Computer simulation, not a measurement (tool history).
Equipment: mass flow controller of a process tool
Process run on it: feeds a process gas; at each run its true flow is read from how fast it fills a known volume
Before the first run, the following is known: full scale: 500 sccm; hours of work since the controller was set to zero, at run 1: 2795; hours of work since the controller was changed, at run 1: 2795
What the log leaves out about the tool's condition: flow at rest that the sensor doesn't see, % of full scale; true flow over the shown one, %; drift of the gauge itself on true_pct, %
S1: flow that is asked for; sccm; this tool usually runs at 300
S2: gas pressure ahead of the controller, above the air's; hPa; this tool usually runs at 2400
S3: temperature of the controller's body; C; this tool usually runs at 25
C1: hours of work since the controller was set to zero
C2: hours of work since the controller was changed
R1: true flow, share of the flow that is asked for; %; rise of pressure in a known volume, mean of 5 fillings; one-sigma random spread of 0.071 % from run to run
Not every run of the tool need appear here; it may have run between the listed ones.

{"run": 1, "hour": 0.0, "S1": 300, "S2": 2400, "S3": 25, "C1": 2795, "C2": 2795, "R1": 98.21}
{"run": 2, "hour": 166.3, "S1": 300, "S2": 2400, "S3": 25, "C1": 2864, "C2": 2864, "R1": 98.24}
{"run": 3, "hour": 339.6, "S1": 300, "S2": 2400, "S3": 25, "C1": 2936, "C2": 2936, "R1": 98.04}
{"run": 4, "hour": 501.5, "S1": 300, "S2": 2400, "S3": 25, "C1": 3003, "C2": 3003, "R1": 98.09}
{"run": 5, "hour": 641.7, "S1": 300, "S2": 2400, "S3": 25, "C1": 3062, "C2": 3062, "R1": 98.11}
{"run": 6, "hour": 782.3, "S1": 300, "S2": 2400, "S3": 22, "C1": 3120, "C2": 3120, "R1": 98.2}
{"run": 7, "hour": 865.9, "S1": 300, "S2": 2400, "S3": 25, "C1": 3155, "C2": 3155, "R1": 98.14}
{"run": 8, "hour": 1032.1, "S1": 300, "S2": 2400, "S3": 25, "C1": 3224, "C2": 3224, "R1": 97.95}
{"run": 9, "hour": 1120.6, "S1": 300, "S2": 2400, "S3": 25, "C1": 3261, "C2": 3261, "R1": 97.97}
{"run": 10, "hour": 1300.9, "S1": 300, "S2": 2400, "S3": 25, "C1": 3336, "C2": 3336, "R1": 98.03}
{"run": 11, "hour": 1447.6, "S1": 300, "S2": 2400, "S3": 25, "C1": 3397, "C2": 3397, "R1": 97.95}
{"run": 12, "hour": 1540.8, "S1": 300, "S2": 2400, "S3": 29, "C1": 3435, "C2": 3435, "R1": 97.74}
{"run": 13, "hour": 1696.7, "S1": 300, "S2": 2400, "S3": 25, "C1": 3500, "C2": 3500, "R1": 97.87}
{"run": 14, "hour": 1830.3, "S1": 300, "S2": 2400, "S3": 25, "C1": 3556, "C2": 3556, "R1": 97.83}
{"hour": 1847.2, "done": "controller's zero set anew"}
{"run": 15, "hour": 1921.0, "S1": 300, "S2": 2400, "S3": 25, "C1": 31, "C2": 3593, "R1": 97.5}
{"run": 16, "hour": 2040.0, "S1": 300, "S2": 1840, "S3": 25, "C1": 80, "C2": 3643, "R1": 96.95}
{"run": 17, "hour": 2191.3, "S1": 300, "S2": 1840, "S3": 25, "C1": 143, "C2": 3705, "R1": 96.9}
{"run": 18, "hour": 2318.6, "S1": 118, "S2": 1840, "S3": 25, "C1": 196, "C2": 3758, "R1": 94.29}
{"run": 19, "hour": 2399.5, "S1": 118, "S2": 1840, "S3": 25, "C1": 230, "C2": 3792, "R1": 94.13}
{"run": 20, "hour": 2507.9, "S1": 300, "S2": 2400, "S3": 25, "C1": 275, "C2": 3837, "R1": 97.39}
{"run": 21, "hour": 2688.7, "S1": 56, "S2": 2400, "S3": 25, "C1": 350, "C2": 3912, "R1": 90.22}
{"hour": 2755.1, "done": "controller's zero set anew, once more"}
{"run": 22, "hour": 2788.2, "S1": 56, "S2": 2400, "S3": 25, "C1": 14, "C2": 3953, "R1": 97.59}
{"run": 23, "hour": 2891.7, "S1": 56, "S2": 2400, "S3": 25, "C1": 57, "C2": 3996, "R1": 97.58}
{"run": 24, "hour": 3011.6, "S1": 300, "S2": 2400, "S3": 25, "C1": 107, "C2": 4046, "R1": 98.56}
{"run": 25, "hour": 3110.1, "S1": 140, "S2": 2050, "S3": 29, "C1": 147, "C2": 4087, "R1": 97.59}
{"run": 26, "hour": 3272.9, "S1": 361, "S2": 2610, "S3": 26, "C1": 215, "C2": 4155, "R1": 98.92}
{"run": 27, "hour": 3416.4, "S1": 288, "S2": 1930, "S3": 30, "C1": 275, "C2": 4214, "R1": 98.07}
{"run": 28, "hour": 3561.6, "S1": 64, "S2": 1620, "S3": 30, "C1": 335, "C2": 4275, "R1": 96.44}
{"run": 29, "hour": 3717.9, "S1": 300, "S2": 2360, "S3": 28, "C1": 400, "C2": 4340, "R1": 98.27}
{"run": 30, "hour": 3871.6, "S1": 300, "S2": 2400, "S3": 22, "C1": 464, "C2": 4403, "R1": 98.46}
{"run": 31, "hour": 4016.4, "S1": 300, "S2": 2400, "S3": 22, "C1": 524, "C2": 4464, "R1": 98.38}
{"run": 32, "hour": 4093.6, "S1": 213, "S2": 1820, "S3": 22, "C1": 556, "C2": 4496, "R1": 97.69}
{"run": 33, "hour": 4198.4, "S1": 213, "S2": 1820, "S3": 22, "C1": 600, "C2": 4539, "R1": 97.67}
{"run": 34, "hour": 4285.8, "S1": 63, "S2": 1900, "S3": 25, "C1": 636, "C2": 4576, "R1": 96.38}
{"run": 35, "hour": 4428.8, "S1": 300, "S2": 2400, "S3": 35, "C1": 695, "C2": 4635, "R1": 97.91}
{"run": 36, "hour": 4592.3, "S1": 166, "S2": 1640, "S3": 24, "C1": 763, "C2": 4703, "R1": 97.18}
{"run": 37, "hour": 4713.1, "S1": 166, "S2": 1640, "S3": 24, "C1": 814, "C2": 4753, "R1": 96.95}
{"run": 38, "hour": 4800.0, "S1": 166, "S2": 1640, "S3": 24, "C1": 850, "C2": 4789, "R1": 97.07}
{"run": 39, "hour": 4896.6, "S1": 52, "S2": 2400, "S3": 26, "C1": 890, "C2": 4829, "R1": 96.08}
{"run": 40, "hour": 4994.4, "S1": 52, "S2": 2400, "S3": 26, "C1": 930, "C2": 4870, "R1": 95.96}
{"run": 41, "hour": 5177.0, "S1": 52, "S2": 1970, "S3": 24, "C1": 1006, "C2": 4946, "R1": 95.48}
{"run": 42, "hour": 5345.7, "S1": 52, "S2": 1970, "S3": 24, "C1": 1076, "C2": 5016, "R1": 95.33}
{"run": 43, "hour": 5499.5, "S1": 52, "S2": 1970, "S3": 24, "C1": 1140, "C2": 5080, "R1": 95.28}
{"run": 44, "hour": 5588.1, "S1": 124, "S2": 1870, "S3": 39, "C1": 1177, "C2": 5117, "R1": 96.26}
{"run": 45, "hour": 5751.5, "S1": 74, "S2": 2350, "S3": 39, "C1": 1245, "C2": 5185, "R1": 95.75}
{"run": 46, "hour": 5907.2, "S1": 74, "S2": 2560, "S3": 36, "C1": 1310, "C2": 5249, "R1": 95.95}
{"run": 47, "hour": 6067.9, "S1": 74, "S2": 2560, "S3": 36, "C1": 1377, "C2": 5316, "R1": 95.85}

Consider 3 possible next runs. They are alternatives, not a sequence: every one starts from the tool as it was left by run 47. What does each give?
{"run": "A", "hour": 6171.2, "S1": 294, "S2": 1560, "S3": 21, "C1": 1420, "C2": 5359, "R1": "?"}
{"run": "B", "hour": 6171.2, "S1": 260, "S2": 1430, "S3": 36, "C1": 1420, "C2": 5359, "R1": "?"}
{"run": "C", "hour": 6171.2, "S1": 152, "S2": 2460, "S3": 40, "C1": 1420, "C2": 5359, "R1": "?"}

run=A R1=97.3
run=B R1=96.77
run=C R1=96.74
With the hidden condition removed and each run's random variation left untouched, the same runs would have given:
run=A R1=99.12
run=B R1=98.66
run=C R1=98.99
